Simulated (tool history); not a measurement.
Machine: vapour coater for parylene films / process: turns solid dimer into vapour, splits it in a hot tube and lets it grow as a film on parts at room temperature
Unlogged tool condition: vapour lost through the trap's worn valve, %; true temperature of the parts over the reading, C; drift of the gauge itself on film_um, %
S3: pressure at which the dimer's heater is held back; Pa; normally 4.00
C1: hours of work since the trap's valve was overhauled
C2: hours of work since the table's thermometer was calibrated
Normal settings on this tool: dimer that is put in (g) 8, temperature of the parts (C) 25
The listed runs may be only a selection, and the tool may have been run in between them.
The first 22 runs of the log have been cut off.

{"run": 23, "hour": 939.9, "dimer that is put in (g)": 12, "temperature of the parts (C)": 34, "S3": 3.91, "C1": 80, "C2": 2164, "thickness of the film (nm)": 3400}
{"run": 24, "hour": 964.3, "dimer that is put in (g)": 8, "temperature of the parts (C)": 34, "S3": 3.62, "C1": 99, "C2": 2183, "thickness of the film (nm)": 2280}
{"hour": 980.6, "done": "table's thermometer calibrated"}
{"run": 25, "hour": 1016.3, "dimer that is put in (g)": 14, "temperature of the parts (C)": 25, "S3": 4.78, "C1": 138, "C2": 28, "thickness of the film (nm)": 5420}
{"run": 26, "hour": 1041.4, "dimer that is put in (g)": 6, "temperature of the parts (C)": 31, "S3": 7.34, "C1": 158, "C2": 47, "thickness of the film (nm)": 1620}
{"run": 27, "hour": 1091.2, "dimer that is put in (g)": 6, "temperature of the parts (C)": 26, "S3": 7.34, "C1": 196, "C2": 85, "thickness of the film (nm)": 2030}
{"run": 28, "hour": 1135.7, "dimer that is put in (g)": 8, "temperature of the parts (C)": 20, "S3": 6.92, "C1": 230, "C2": 120, "thickness of the film (nm)": 3580}
{"run": 29, "hour": 1178.4, "dimer that is put in (g)": 8, "temperature of the parts (C)": 20, "S3": 5.7, "C1": 263, "C2": 153, "thickness of the film (nm)": 3690}
{"run": 30, "hour": 1202.2, "dimer that is put in (g)": 5, "temperature of the parts (C)": 32, "S3": 4.56, "C1": 282, "C2": 171, "thickness of the film (nm)": 1380}
{"hour": 1232.4, "done": "trap's valve overhauled"}
{"run": 31, "hour": 1239.3, "dimer that is put in (g)": 6, "temperature of the parts (C)": 20, "S3": 7.36, "C1": 5, "C2": 197, "thickness of the film (nm)": 2840}
{"run": 32, "hour": 1286.6, "dimer that is put in (g)": 4, "temperature of the parts (C)": 29, "S3": 2.83, "C1": 42, "C2": 233, "thickness of the film (nm)": 1430}
{"run": 33, "hour": 1320.0, "dimer that is put in (g)": 8, "temperature of the parts (C)": 30, "S3": 7.09, "C1": 68, "C2": 259, "thickness of the film (nm)": 2350}
{"run": 34, "hour": 1351.9, "dimer that is put in (g)": 12, "temperature of the parts (C)": 28, "S3": 2.72, "C1": 92, "C2": 284, "thickness of the film (nm)": 4540}
{"run": 35, "hour": 1385.1, "dimer that is put in (g)": 12, "temperature of the parts (C)": 19, "S3": 3.07, "C1": 118, "C2": 310, "thickness of the film (nm)": 6740}
{"run": 36, "hour": 1436.4, "dimer that is put in (g)": 12, "temperature of the parts (C)": 19, "S3": 3.07, "C1": 158, "C2": 349, "thickness of the film (nm)": 6640}
{"run": 37, "hour": 1474.9, "dimer that is put in (g)": 12, "temperature of the parts (C)": 26, "S3": 10.84, "C1": 187, "C2": 379, "thickness of the film (nm)": 3780}
{"run": 38, "hour": 1528.9, "dimer that is put in (g)": 7, "temperature of the parts (C)": 31, "S3": 2.28, "C1": 229, "C2": 421, "thickness of the film (nm)": 2270}

Here are 5 independent what-if runs from the current tool condition. What would each one return?
{"run": "A", "hour": 1558.4, "dimer that is put in (g)": 7, "temperature of the parts (C)": 26, "S3": 8.59, "C1": 252, "C2": 443, "thickness of the film (nm)": "?"}
{"run": "B", "hour": 1558.4, "dimer that is put in (g)": 5, "temperature of the parts (C)": 24, "S3": 7.14, "C1": 252, "C2": 443, "thickness of the film (nm)": "?"}
{"run": "C", "hour": 1558.4, "dimer that is put in (g)": 3, "temperature of the parts (C)": 27, "S3": 2.73, "C1": 252, "C2": 443, "thickness of the film (nm)": "?"}
{"run": "D", "hour": 1558.4, "dimer that is put in (g)": 6, "temperature of the parts (C)": 31, "S3": 2.28, "C1": 252, "C2": 443, "thickness of the film (nm)": "?"}
{"run": "E", "hour": 1558.4, "dimer that is put in (g)": 12, "temperature of the parts (C)": 25, "S3": 4.0, "C1": 252, "C2": 443, "thickness of the film (nm)": "?"}

run=A thickness_of_the_film_(nm)=2270
run=B thickness_of_the_film_(nm)=1870
run=C thickness_of_the_film_(nm)=1130
run=D thickness_of_the_film_(nm)=1930
run=E thickness_of_the_film_(nm)=4650
Take away the tool's hidden state, keep each run's random variation, and the runs would have read:
run=A thickness_of_the_film_(nm)=2450
run=B thickness_of_the_film_(nm)=2010
run=C thickness_of_the_film_(nm)=1220
run=D thickness_of_the_film_(nm)=2080
run=E thickness_of_the_film_(nm)=5000
